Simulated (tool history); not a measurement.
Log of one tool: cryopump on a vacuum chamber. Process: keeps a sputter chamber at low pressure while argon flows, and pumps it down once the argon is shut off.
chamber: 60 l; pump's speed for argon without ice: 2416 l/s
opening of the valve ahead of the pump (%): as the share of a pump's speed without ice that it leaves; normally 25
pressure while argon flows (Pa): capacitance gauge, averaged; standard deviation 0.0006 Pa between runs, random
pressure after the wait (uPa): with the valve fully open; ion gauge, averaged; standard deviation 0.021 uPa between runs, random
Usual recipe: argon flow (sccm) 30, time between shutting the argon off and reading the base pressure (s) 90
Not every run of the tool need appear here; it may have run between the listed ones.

run	hour	argon flow (sccm)	time between shutting the argon off and reading the base pressure (s)	opening of the valve ahead of the pump (%)	pressure while argon flows (Pa)	pressure after the wait (uPa)
1	0	30	90	25	0.0851	0.49
2	32.6	30	74	25	0.0852	0.53
3	56.4	30	90	25	0.0848	0.49
4	98.8	30	90	25	0.0853	0.54
5	143.2	30	90	25	0.0863	0.51
6	175.7	30	76	25	0.0866	0.57
7	216.6	30	76	25	0.0865	0.57
8	246.8	30	90	36	0.0607	0.54
9	296.9	38	175	21	0.1306	0.5
10	324.6	30	90	16	0.1349	0.56
11	371.6	13	182	31	0.03	0.51
12	406.9	13	94	31	0.0322	0.6
13	441	13	94	31	0.0306	0.63
14	486.3	39	90	25	0.1154	0.67
# hour 519: pump warmed up, emptied and cooled again
15	527.7	31	90	25	0.0869	0.61
16	571.6	53	22	54	0.0697	1.15

Below are 3 alternative next runs, each starting from the tool's condition after run 16. Predict each:
A	600.5	30	95	25	?	?
B	600.5	15	90	60	?	?
C	600.5	53	63	54	?	?

run	pressure while argon flows (Pa)	pressure after the wait (uPa)
A	0.0852	0.57
B	0.0176	0.6
C	0.0692	0.67
The same runs, with their run-to-run variation unchanged, on a tool lacking any hidden condition would have given:
run	pressure while argon flows (Pa)	pressure after the wait (uPa)
A	0.0844	0.27
B	0.0172	0.3
C	0.0677	0.37
